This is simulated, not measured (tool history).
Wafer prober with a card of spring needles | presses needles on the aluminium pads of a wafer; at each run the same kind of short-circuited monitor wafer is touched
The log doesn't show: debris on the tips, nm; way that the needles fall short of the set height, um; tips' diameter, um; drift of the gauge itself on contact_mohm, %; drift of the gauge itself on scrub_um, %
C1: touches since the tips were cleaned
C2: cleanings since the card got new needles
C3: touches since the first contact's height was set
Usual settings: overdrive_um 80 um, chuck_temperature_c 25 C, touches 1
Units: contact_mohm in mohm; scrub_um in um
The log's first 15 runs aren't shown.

-- hour=227.4 tips cleaned on abrasive film
run 16 hour=231.6 | overdrive_um=80 chuck_temperature_c=25 touches=1 | C1=1903 C2=15 C3=60247 | contact_mohm=102 scrub_um=10.990
-- hour=239.4 height of the first contact set anew
run 17 hour=240.2 | overdrive_um=80 chuck_temperature_c=59 touches=1 | C1=5636 C2=15 C3=352 | contact_mohm=104 scrub_um=10.994
-- hour=245.8 tips cleaned on abrasive film
run 18 hour=252.4 | overdrive_um=78 chuck_temperature_c=36 touches=1 | C1=2981 C2=16 C3=5798 | contact_mohm=104 scrub_um=10.713
-- hour=263.3 tips cleaned on abrasive film
run 19 hour=267.7 | overdrive_um=78 chuck_temperature_c=36 touches=1 | C1=1998 C2=17 C3=12636 | contact_mohm=101 scrub_um=10.716
run 20 hour=276.1 | overdrive_um=78 chuck_temperature_c=36 touches=1 | C1=5775 C2=17 C3=16413 | contact_mohm=104 scrub_um=10.716
-- hour=281.9 tips cleaned on abrasive film
run 21 hour=289.9 | overdrive_um=63 chuck_temperature_c=45 touches=1 | C1=3593 C2=18 C3=22555 | contact_mohm=106 scrub_um=8.645
-- hour=300.0 tips cleaned on abrasive film
run 22 hour=301.2 | overdrive_um=69 chuck_temperature_c=42 touches=2 | C1=572 C2=19 C3=27611 | contact_mohm=103 scrub_um=9.467
run 23 hour=312.2 | overdrive_um=69 chuck_temperature_c=42 touches=1 | C1=5520 C2=19 C3=32559 | contact_mohm=107 scrub_um=9.472
-- hour=317.9 tips cleaned on abrasive film
run 24 hour=329.2 | overdrive_um=69 chuck_temperature_c=69 touches=1 | C1=5093 C2=20 C3=40160 | contact_mohm=109 scrub_um=9.464
-- hour=336.6 tips cleaned on abrasive film
run 25 hour=346.5 | overdrive_um=87 chuck_temperature_c=113 touches=2 | C1=4477 C2=21 C3=47892 | contact_mohm=112 scrub_um=11.931
-- hour=353.8 tips cleaned on abrasive film
run 26 hour=363.8 | overdrive_um=67 chuck_temperature_c=78 touches=2 | C1=4486 C2=22 C3=55594 | contact_mohm=110 scrub_um=9.190
-- hour=372.4 tips cleaned on abrasive film
run 27 hour=380.5 | overdrive_um=67 chuck_temperature_c=78 touches=2 | C1=3653 C2=23 C3=63093 | contact_mohm=111 scrub_um=9.184
-- hour=381.7 height of the first contact set anew
-- hour=390.1 tips cleaned on abrasive film
run 28 hour=394.3 | overdrive_um=98 chuck_temperature_c=44 touches=2 | C1=1887 C2=24 C3=5642 | contact_mohm=105 scrub_um=13.430
-- hour=408.3 tips cleaned on abrasive film
run 29 hour=411.0 | overdrive_um=94 chuck_temperature_c=41 touches=1 | C1=1238 C2=25 C3=13125 | contact_mohm=101 scrub_um=12.875
run 30 hour=421.2 | overdrive_um=100 chuck_temperature_c=56 touches=1 | C1=5795 C2=25 C3=17682 | contact_mohm=104 scrub_um=13.699
-- hour=425.7 tips cleaned on abrasive film
run 31 hour=434.3 | overdrive_um=100 chuck_temperature_c=56 touches=1 | C1=3872 C2=26 C3=23542 | contact_mohm=105 scrub_um=13.694
-- hour=443.1 tips cleaned on abrasive film
run 32 hour=452.8 | overdrive_um=100 chuck_temperature_c=56 touches=1 | C1=4395 C2=27 C3=31823 | contact_mohm=103 scrub_um=13.686

Forecast each of these 4 alternatives for the next run:
-- hour=455.6 gauge calibrated
-- hour=460.3 tips cleaned on abrasive film
run A hour=466.9 | overdrive_um=72 chuck_temperature_c=43 touches=2 | C1=2950 C2=28 C3=38095 | contact_mohm=? scrub_um=?
-- hour=455.6 gauge calibrated
-- hour=460.3 tips cleaned on abrasive film
run B hour=466.9 | overdrive_um=64 chuck_temperature_c=61 touches=2 | C1=2950 C2=28 C3=38095 | contact_mohm=? scrub_um=?
-- hour=455.6 gauge calibrated
-- hour=460.3 tips cleaned on abrasive film
run C hour=466.9 | overdrive_um=75 chuck_temperature_c=62 touches=1 | C1=2950 C2=28 C3=38095 | contact_mohm=? scrub_um=?
-- hour=455.6 gauge calibrated
-- hour=460.3 tips cleaned on abrasive film
run D hour=466.9 | overdrive_um=100 chuck_temperature_c=32 touches=1 | C1=2950 C2=28 C3=38095 | contact_mohm=? scrub_um=?

run=A contact_mohm=103 scrub_um=9.931
run=B contact_mohm=111 scrub_um=8.829
run=C contact_mohm=105 scrub_um=10.343
run=D contact_mohm=102 scrub_um=13.799
Without the tool's hidden state the same runs would have given:
run=A contact_mohm=103 scrub_um=9.933
run=B contact_mohm=111 scrub_um=8.831
run=C contact_mohm=105 scrub_um=10.345
run=D contact_mohm=102 scrub_um=13.802
